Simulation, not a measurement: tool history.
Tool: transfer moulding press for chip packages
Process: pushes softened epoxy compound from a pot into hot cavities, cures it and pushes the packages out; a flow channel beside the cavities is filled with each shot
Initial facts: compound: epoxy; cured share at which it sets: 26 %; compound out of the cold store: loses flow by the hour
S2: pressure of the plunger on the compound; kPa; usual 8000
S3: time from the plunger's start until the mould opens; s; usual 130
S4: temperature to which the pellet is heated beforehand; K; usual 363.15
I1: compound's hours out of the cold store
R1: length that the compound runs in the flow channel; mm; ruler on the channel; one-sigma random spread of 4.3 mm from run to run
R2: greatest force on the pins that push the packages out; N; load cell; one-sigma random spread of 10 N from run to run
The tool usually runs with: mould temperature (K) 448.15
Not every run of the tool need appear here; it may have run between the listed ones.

run 1 day=0.000 | mould_temperature_(K)=448.15 S2=8000 S3=130 S4=363.15 | I1=36.8 | R1=833 R2=653
-- day=0.492 cavities cleaned with cleaning compound and waxed
-- day=1.646 mould's thermocouples calibrated
run 2 day=2.233 | mould_temperature_(K)=448.15 S2=8000 S3=130 S4=363.15 | I1=25.5 | R1=899 R2=632
-- day=3.838 cavities cleaned with cleaning compound and waxed
run 3 day=4.912 | mould_temperature_(K)=448.15 S2=8000 S3=130 S4=363.15 | I1=19.3 | R1=918 R2=601
run 4 day=6.729 | mould_temperature_(K)=448.15 S2=7240 S3=130 S4=363.15 | I1=15.9 | R1=897 R2=680
-- day=7.125 cavities cleaned with cleaning compound and waxed
run 5 day=9.071 | mould_temperature_(K)=448.15 S2=7240 S3=130 S4=363.15 | I1=38.8 | R1=762 R2=638
-- day=10.233 cavities cleaned with cleaning compound and waxed
-- day=11.046 mould's thermocouples calibrated, once more
run 6 day=11.229 | mould_temperature_(K)=448.15 S2=8000 S3=130 S4=371.15 | I1=27.9 | R1=856 R2=557
-- day=13.454 cavities cleaned with cleaning compound and waxed
run 7 day=14.588 | mould_temperature_(K)=448.15 S2=8000 S3=130 S4=371.15 | I1=26.0 | R1=853 R2=582
-- day=16.471 cavities cleaned with cleaning compound and waxed
run 8 day=16.471 | mould_temperature_(K)=448.15 S2=8000 S3=130 S4=371.15 | I1=39.4 | R1=792 R2=475
run 9 day=18.121 | mould_temperature_(K)=448.15 S2=8000 S3=130 S4=371.15 | I1=9.8 | R1=941 R2=629
-- day=19.621 cavities cleaned with cleaning compound and waxed
run 10 day=21.221 | mould_temperature_(K)=448.15 S2=8000 S3=117 S4=371.15 | I1=35.7 | R1=792 R2=660
-- day=22.738 plunger's sealing rings changed
-- day=22.800 cavities cleaned with cleaning compound and waxed
run 11 day=23.212 | mould_temperature_(K)=448.15 S2=8000 S3=125 S4=363.15 | I1=43.7 | R1=802 R2=557
run 12 day=25.467 | mould_temperature_(K)=448.15 S2=8000 S3=165 S4=363.15 | I1=40.0 | R1=815 R2=591
-- day=25.892 cavities cleaned with cleaning compound and waxed
run 13 day=28.662 | mould_temperature_(K)=448.15 S2=8000 S3=130 S4=363.15 | I1=10.3 | R1=979 R2=693
-- day=28.892 cavities cleaned with cleaning compound and waxed
-- day=32.075 cavities cleaned with cleaning compound and waxed
run 14 day=32.417 | mould_temperature_(K)=455.15 S2=6820 S3=130 S4=363.15 | I1=45.1 | R1=696 R2=448
run 15 day=34.679 | mould_temperature_(K)=455.15 S2=6820 S3=130 S4=363.15 | I1=16.6 | R1=822 R2=585
-- day=35.188 cavities cleaned with cleaning compound and waxed
run 16 day=36.938 | mould_temperature_(K)=451.15 S2=6820 S3=117 S4=363.15 | I1=29.3 | R1=772 R2=616
-- day=38.379 cavities cleaned with cleaning compound and waxed
-- day=39.138 mould's thermocouples calibrated
run 17 day=39.167 | mould_temperature_(K)=454.15 S2=6820 S3=117 S4=363.15 | I1=16.6 | R1=822 R2=515
run 18 day=41.083 | mould_temperature_(K)=447.15 S2=6820 S3=117 S4=368.15 | I1=31.5 | R1=766 R2=752
-- day=41.496 cavities cleaned with cleaning compound and waxed
-- day=44.475 cavities cleaned with cleaning compound and waxed
run 19 day=44.475 | mould_temperature_(K)=455.15 S2=8000 S3=119 S4=363.15 | I1=25.2 | R1=820 R2=458
-- day=46.533 plunger's sealing rings changed
run 20 day=47.092 | mould_temperature_(K)=455.15 S2=8000 S3=134 S4=354.15 | I1=16.0 | R1=931 R2=608
-- day=47.696 cavities cleaned with cleaning compound and waxed
run 21 day=49.492 | mould_temperature_(K)=455.15 S2=8000 S3=134 S4=354.15 | I1=8.9 | R1=962 R2=550
-- day=50.825 cavities cleaned with cleaning compound and waxed
run 22 day=51.742 | mould_temperature_(K)=455.15 S2=6250 S3=134 S4=354.15 | I1=46.9 | R1=661 R2=501
-- day=53.917 cavities cleaned with cleaning compound and waxed
run 23 day=54.150 | mould_temperature_(K)=455.15 S2=7140 S3=133 S4=361.15 | I1=26.3 | R1=806 R2=452
run 24 day=55.829 | mould_temperature_(K)=455.15 S2=7140 S3=133 S4=361.15 | I1=36.8 | R1=746 R2=535
-- day=57.008 cavities cleaned with cleaning compound and waxed
run 25 day=58.883 | mould_temperature_(K)=455.15 S2=7140 S3=133 S4=361.15 | I1=19.8 | R1=822 R2=531

Below are 3 alternative next runs, each starting from the tool's condition after run 25. Predict each:
-- day=60.233 cavities cleaned with cleaning compound and waxed
run A day=61.808 | mould_temperature_(K)=448.15 S2=8260 S3=130 S4=363.15 | I1=18.3 | R1=? R2=?
-- day=60.233 cavities cleaned with cleaning compound and waxed
run B day=61.808 | mould_temperature_(K)=455.15 S2=6760 S3=133 S4=361.15 | I1=8.5 | R1=? R2=?
-- day=60.233 cavities cleaned with cleaning compound and waxed
run C day=61.808 | mould_temperature_(K)=444.15 S2=7140 S3=132 S4=361.15 | I1=14.6 | R1=? R2=?

run=A R1=919 R2=622
run=B R1=863 R2=514
run=C R1=890 R2=745
Had the tool no hidden state, the same runs would have come out as:
run=A R1=964 R2=493
run=B R1=905 R2=409
run=C R1=933 R2=587

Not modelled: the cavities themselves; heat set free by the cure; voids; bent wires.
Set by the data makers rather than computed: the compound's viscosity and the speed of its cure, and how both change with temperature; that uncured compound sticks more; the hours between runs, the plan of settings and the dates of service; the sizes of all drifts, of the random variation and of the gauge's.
